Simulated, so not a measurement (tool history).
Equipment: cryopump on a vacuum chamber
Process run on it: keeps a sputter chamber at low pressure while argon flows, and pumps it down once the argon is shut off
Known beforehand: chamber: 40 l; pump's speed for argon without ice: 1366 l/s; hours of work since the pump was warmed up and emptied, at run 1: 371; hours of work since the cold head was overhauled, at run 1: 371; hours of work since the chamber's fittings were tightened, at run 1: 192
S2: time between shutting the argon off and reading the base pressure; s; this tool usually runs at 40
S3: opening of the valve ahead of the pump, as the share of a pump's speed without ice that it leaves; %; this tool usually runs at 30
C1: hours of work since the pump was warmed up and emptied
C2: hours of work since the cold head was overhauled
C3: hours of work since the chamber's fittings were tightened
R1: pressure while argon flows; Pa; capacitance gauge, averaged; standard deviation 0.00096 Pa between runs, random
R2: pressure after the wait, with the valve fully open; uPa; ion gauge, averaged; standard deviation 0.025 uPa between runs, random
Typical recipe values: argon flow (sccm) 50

{"run": 1, "day": 0.0, "argon flow (sccm)": 50, "S2": 40, "S3": 30, "C1": 371, "C2": 371, "C3": 192, "R1": 0.2144, "R2": 1.33}
{"run": 2, "day": 0.542, "argon flow (sccm)": 66, "S2": 40, "S3": 30, "C1": 382, "C2": 382, "C3": 203, "R1": 0.2858, "R2": 1.25}
{"run": 3, "day": 1.221, "argon flow (sccm)": 66, "S2": 40, "S3": 30, "C1": 396, "C2": 396, "C3": 217, "R1": 0.2877, "R2": 1.33}
{"run": 4, "day": 1.646, "argon flow (sccm)": 66, "S2": 40, "S3": 30, "C1": 405, "C2": 405, "C3": 226, "R1": 0.2875, "R2": 1.33}
{"run": 5, "day": 2.317, "argon flow (sccm)": 50, "S2": 40, "S3": 22, "C1": 418, "C2": 418, "C3": 239, "R1": 0.2927, "R2": 1.35}
{"run": 6, "day": 2.908, "argon flow (sccm)": 50, "S2": 40, "S3": 30, "C1": 431, "C2": 431, "C3": 252, "R1": 0.2185, "R2": 1.42}
{"run": 7, "day": 3.196, "argon flow (sccm)": 50, "S2": 40, "S3": 30, "C1": 437, "C2": 437, "C3": 258, "R1": 0.2188, "R2": 1.33}
{"run": 8, "day": 3.725, "argon flow (sccm)": 50, "S2": 40, "S3": 30, "C1": 448, "C2": 448, "C3": 269, "R1": 0.217, "R2": 1.37}
{"run": 9, "day": 4.046, "argon flow (sccm)": 40, "S2": 110, "S3": 18, "C1": 454, "C2": 454, "C3": 275, "R1": 0.284, "R2": 0.85}
{"run": 10, "day": 4.721, "argon flow (sccm)": 40, "S2": 110, "S3": 18, "C1": 468, "C2": 468, "C3": 289, "R1": 0.2842, "R2": 0.9}
{"run": 11, "day": 5.129, "argon flow (sccm)": 40, "S2": 110, "S3": 18, "C1": 477, "C2": 477, "C3": 297, "R1": 0.2847, "R2": 0.94}
{"run": 12, "day": 5.708, "argon flow (sccm)": 30, "S2": 40, "S3": 18, "C1": 488, "C2": 488, "C3": 309, "R1": 0.2157, "R2": 1.43}
{"run": 13, "day": 6.162, "argon flow (sccm)": 95, "S2": 25, "S3": 37, "C1": 498, "C2": 498, "C3": 319, "R1": 0.3427, "R2": 1.93}
{"run": 14, "day": 6.446, "argon flow (sccm)": 95, "S2": 52, "S3": 44, "C1": 504, "C2": 504, "C3": 325, "R1": 0.2961, "R2": 1.31}
{"run": 15, "day": 6.792, "argon flow (sccm)": 45, "S2": 211, "S3": 23, "C1": 511, "C2": 511, "C3": 332, "R1": 0.2544, "R2": 0.79}

Alternative continuations, all from the tool just after run 15; predict every row:
{"run": "A", "day": 7.146, "argon flow (sccm)": 50, "S2": 40, "S3": 19, "C1": 518, "C2": 518, "C3": 339, "R1": "?", "R2": "?"}
{"run": "B", "day": 7.146, "argon flow (sccm)": 50, "S2": 57, "S3": 30, "C1": 518, "C2": 518, "C3": 339, "R1": "?", "R2": "?"}
{"run": "C", "day": 7.146, "argon flow (sccm)": 45, "S2": 211, "S3": 38, "C1": 518, "C2": 518, "C3": 339, "R1": "?", "R2": "?"}
{"run": "D", "day": 7.146, "argon flow (sccm)": 32, "S2": 211, "S3": 51, "C1": 518, "C2": 518, "C3": 339, "R1": "?", "R2": "?"}
{"run": "E", "day": 7.146, "argon flow (sccm)": 75, "S2": 211, "S3": 23, "C1": 518, "C2": 518, "C3": 339, "R1": "?", "R2": "?"}

run=A R1=0.3416 R2=1.46
run=B R1=0.223 R2=1.23
run=C R1=0.1604 R2=0.83
run=D R1=0.0874 R2=0.81
run=E R1=0.4244 R2=0.86
Without the tool's unlogged condition, the same runs would have read:
run=A R1=0.3267 R2=1.02
run=B R1=0.2081 R2=0.79
run=C R1=0.147 R2=0.38
run=D R1=0.0779 R2=0.36
run=E R1=0.4022 R2=0.42
